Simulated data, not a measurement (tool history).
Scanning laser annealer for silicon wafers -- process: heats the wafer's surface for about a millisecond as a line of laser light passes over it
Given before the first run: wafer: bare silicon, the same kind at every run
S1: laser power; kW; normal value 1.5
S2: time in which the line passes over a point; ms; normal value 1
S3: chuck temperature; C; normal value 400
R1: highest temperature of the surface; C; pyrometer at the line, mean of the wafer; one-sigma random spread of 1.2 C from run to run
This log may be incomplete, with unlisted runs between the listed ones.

| run | day | S1 | S2 | S3 | R1 |
|---|---|---|---|---|---|
| 1 | 0 | 1.5 | 1 | 400 | 1197 |
| 2 | 0.596 | 1.5 | 1 | 400 | 1197 |
| 3 | 1.142 | 1.5 | 1 | 400 | 1197 |
| 4 | 1.571 | 1.5 | 1 | 400 | 1199 |
|  | 2.008 | optics aligned, line set to its width |
| 5 | 2.1 | 1.5 | 1 | 400 | 1214 |
| 6 | 2.85 | 1.5 | 1 | 400 | 1214 |
| 7 | 3.183 | 1.5 | 1 | 400 | 1213 |
| 8 | 3.754 | 1.559 | 1 | 400 | 1250 |
|  | 4.221 | window over the wafer cleaned |
| 9 | 4.542 | 1.5 | 1 | 400 | 1236 |
| 10 | 5.104 | 1.5 | 1 | 400 | 1234 |
| 11 | 5.571 | 1.5 | 1 | 400 | 1238 |
| 12 | 5.912 | 1.5 | 1 | 400 | 1235 |
| 13 | 6.308 | 1.5 | 1 | 400 | 1236 |
| 14 | 7.017 | 1.5 | 1 | 400 | 1236 |
| 15 | 7.521 | 1.5 | 1 | 400 | 1236 |
| 16 | 8.267 | 1.5 | 1 | 400 | 1234 |
| 17 | 8.733 | 1.5 | 1 | 400 | 1235 |
| 18 | 9.429 | 1.424 | 1 | 400 | 1187 |
| 19 | 10.138 | 1.5 | 1.15 | 400 | 1287 |
| 20 | 10.825 | 1.5 | 1.15 | 400 | 1287 |
| 21 | 11.308 | 1.5 | 1.15 | 400 | 1288 |
| 22 | 11.679 | 1.413 | 0.81 | 367 | 1076 |
| 23 | 12.217 | 1.413 | 0.81 | 367 | 1075 |
|  | 12.408 | laser's power meter calibrated |
| 24 | 12.85 | 1.413 | 0.81 | 376 | 1083 |
| 25 | 13.288 | 1.413 | 0.81 | 376 | 1084 |
| 26 | 14.017 | 1.645 | 0.97 | 405 | 1318 |
|  | 14.725 | laser's power meter calibrated, once more |
| 27 | 14.758 | 1.305 | 0.79 | 400 | 1040 |
| 28 | 15.404 | 1.542 | 0.89 | 400 | 1216 |
| 29 | 15.742 | 1.542 | 0.89 | 400 | 1216 |
| 30 | 16.096 | 1.542 | 0.89 | 400 | 1216 |
| 31 | 16.488 | 1.5 | 1.19 | 439 | 1339 |
| 32 | 17.092 | 1.296 | 1.13 | 400 | 1143 |
| 33 | 17.729 | 1.417 | 1.09 | 381 | 1192 |
| 34 | 18.212 | 1.485 | 0.87 | 400 | 1173 |
| 35 | 18.762 | 1.485 | 0.87 | 400 | 1173 |
| 36 | 19.442 | 1.565 | 1 | 414 | 1287 |
| 37 | 20.129 | 1.355 | 1 | 426 | 1163 |
| 38 | 20.638 | 1.341 | 1.1 | 393 | 1157 |
| 39 | 20.942 | 1.292 | 1.1 | 422 | 1153 |
| 40 | 21.683 | 1.577 | 1.06 | 379 | 1281 |
| 41 | 22.025 | 1.487 | 0.76 | 366 | 1092 |

Below, each run's measurement less what the same run would have read without the hidden state. Both values contain the same run-to-run variation, but the gauge's scatter may not be the same in both:
The hidden state here: light that passes the window, % of a clean one's; laser's true power over the reading, %; width of the line over the set one, %; drift of the gauge itself on peak_c, C.
| run | R1 |
|---|---|
| 1 | -38 |
| 2 | -39 |
| 3 | -39 |
| 4 | -38 |
| 5 | -21 |
| 6 | -21 |
| 7 | -22 |
| 8 | -24 |
| 9 | +0 |
| 10 | +0 |
| 11 | +1 |
| 12 | +0 |
| 13 | -1 |
| 14 | -1 |
| 15 | -1 |
| 16 | -1 |
| 17 | -1 |
| 18 | -1 |
| 19 | -2 |
| 20 | -1 |
| 21 | -2 |
| 22 | -2 |
| 23 | -2 |
| 24 | -2 |
| 25 | -2 |
| 26 | -3 |
| 27 | -2 |
| 28 | -3 |
| 29 | -3 |
| 30 | -3 |
| 31 | -3 |
| 32 | -3 |
| 33 | -3 |
| 34 | -4 |
| 35 | -4 |
| 36 | -4 |
| 37 | -4 |
| 38 | -4 |
| 39 | -4 |
| 40 | -5 |
| 41 | -4 |

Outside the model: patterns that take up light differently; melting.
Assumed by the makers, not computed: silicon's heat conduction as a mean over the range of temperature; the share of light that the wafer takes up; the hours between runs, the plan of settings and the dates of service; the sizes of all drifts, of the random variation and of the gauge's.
